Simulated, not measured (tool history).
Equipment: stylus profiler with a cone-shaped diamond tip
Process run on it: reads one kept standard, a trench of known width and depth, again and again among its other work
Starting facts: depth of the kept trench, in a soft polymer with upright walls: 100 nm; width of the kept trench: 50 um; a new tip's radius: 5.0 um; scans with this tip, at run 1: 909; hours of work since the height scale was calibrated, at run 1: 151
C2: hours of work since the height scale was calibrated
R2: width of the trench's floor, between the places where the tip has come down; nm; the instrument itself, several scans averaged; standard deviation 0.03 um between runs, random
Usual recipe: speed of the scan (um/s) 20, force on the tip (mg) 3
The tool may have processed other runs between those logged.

Run 1, hour 0: usual settings; scans with this tip 909; C2 151. Result: depth of the trench (nm) 101.041, R2 47840 nm.
Run 2, hour 9.4: usual settings; scans with this tip 941; C2 156. Result: depth of the trench (nm) 101.037, R2 47890 nm.
Run 3, hour 26.6: usual settings but speed of the scan (um/s) 31; scans with this tip 1001; C2 166. Result: depth of the trench (nm) 101.047, R2 47830 nm.
Run 4, hour 41.3: usual settings but speed of the scan (um/s) 31; scans with this tip 1052; C2 174. Result: depth of the trench (nm) 101.052, R2 47810 nm.
Run 5, hour 56.8: usual settings; scans with this tip 1105; C2 183. Result: depth of the trench (nm) 101.048, R2 47900 nm.
Run 6, hour 71: usual settings but force on the tip (mg) 1.7; scans with this tip 1154; C2 191. Result: depth of the trench (nm) 100.725, R2 47810 nm.
Run 7, hour 87.2: usual settings but force on the tip (mg) 2.55; scans with this tip 1210; C2 201. Result: depth of the trench (nm) 100.949, R2 47780 nm.
Run 8, hour 99: usual settings; scans with this tip 1251; C2 207. Result: depth of the trench (nm) 101.054, R2 47800 nm.
Run 9, hour 110.1: usual settings; scans with this tip 1289; C2 214. Result: depth of the trench (nm) 101.057, R2 47890 nm.
Run 10, hour 121.5: usual settings; scans with this tip 1329; C2 220. Result: depth of the trench (nm) 101.043, R2 47840 nm.
Run 11, hour 133.2: usual settings; scans with this tip 1369; C2 227. Result: depth of the trench (nm) 101.062, R2 47830 nm.
Run 12, hour 149.7: usual settings; scans with this tip 1426; C2 237. Result: depth of the trench (nm) 101.058, R2 47830 nm.
Run 13, hour 162: usual settings; scans with this tip 1469; C2 244. Result: depth of the trench (nm) 101.059, R2 47840 nm.
Run 14, hour 173: usual settings; scans with this tip 1506; C2 250. Result: depth of the trench (nm) 101.052, R2 47800 nm.
Run 15, hour 193.5: usual settings; scans with this tip 1577; C2 262. Result: depth of the trench (nm) 101.053, R2 47820 nm.
Run 16, hour 203.8: usual settings but force on the tip (mg) 2.77; scans with this tip 1613; C2 268. Result: depth of the trench (nm) 101.008, R2 47770 nm.
Run 17, hour 224: usual settings but speed of the scan (um/s) 32; scans with this tip 1682; C2 279. Result: depth of the trench (nm) 101.066, R2 47680 nm.
Run 18, hour 236.6: usual settings but speed of the scan (um/s) 61, force on the tip (mg) 1.38; scans with this tip 1726; C2 286. Result: depth of the trench (nm) 100.63, R2 47430 nm.
At hour 238.4: height scale calibrated on a step standard.
Run 19, hour 245.7: usual settings but force on the tip (mg) 2.22; scans with this tip 1756; C2 4. Result: depth of the trench (nm) 100.883, R2 47660 nm.
Run 20, hour 266.5: usual settings but speed of the scan (um/s) 14, force on the tip (mg) 2; scans with this tip 1828; C2 16. Result: depth of the trench (nm) 100.831, R2 47780 nm.
Run 21, hour 279.6: usual settings but speed of the scan (um/s) 14, force on the tip (mg) 2; scans with this tip 1873; C2 24. Result: depth of the trench (nm) 100.829, R2 47740 nm.
Run 22, hour 298.6: usual settings but speed of the scan (um/s) 14, force on the tip (mg) 2; scans with this tip 1939; C2 34. Result: depth of the trench (nm) 100.83, R2 47750 nm.
Run 23, hour 315.8: usual settings but speed of the scan (um/s) 14, force on the tip (mg) 2; scans with this tip 1998; C2 44. Result: depth of the trench (nm) 100.825, R2 47810 nm.
At hour 318.1: height scale calibrated on a step standard, once more.
Run 24, hour 326.2: usual settings but speed of the scan (um/s) 15, force on the tip (mg) 6.66; scans with this tip 2032; C2 5. Result: depth of the trench (nm) 101.781, R2 47780 nm.
Run 25, hour 339.1: usual settings but speed of the scan (um/s) 15, force on the tip (mg) 6.66; scans with this tip 2077; C2 12. Result: depth of the trench (nm) 101.765, R2 47800 nm.
Run 26, hour 351.7: usual settings but speed of the scan (um/s) 25, force on the tip (mg) 8.02; scans with this tip 2120; C2 19. Result: depth of the trench (nm) 102.005, R2 47810 nm.

Branching from run 26: 4 alternative next runs. What would each branch give?
Run A, hour 362.6: usual settings but speed of the scan (um/s) 11, force on the tip (mg) 5.89; scans with this tip 2158; C2 26. Result: depth of the trench (nm) ?, R2 ?.
Run B, hour 362.6: usual settings but speed of the scan (um/s) 62, force on the tip (mg) 3.71; scans with this tip 2158; C2 26. Result: depth of the trench (nm) ?, R2 ?.
Run C, hour 362.6: usual settings but speed of the scan (um/s) 9, force on the tip (mg) 1.03; scans with this tip 2158; C2 26. Result: depth of the trench (nm) ?, R2 ?.
Run D, hour 362.6: usual settings but speed of the scan (um/s) 56, force on the tip (mg) 2.12; scans with this tip 2158; C2 26. Result: depth of the trench (nm) ?, R2 ?.

run  depth of the trench (nm)     R2
  A                   101.639  47840
  B                   101.209  47540
  C                   100.523  47730
  D                   100.849  47460
Without the tool's unlogged condition, the same runs would have read:
run  depth of the trench (nm)     R2
  A                   101.612  48000
  B                   101.181  47710
  C                   100.496  47890
  D                   100.821  47630
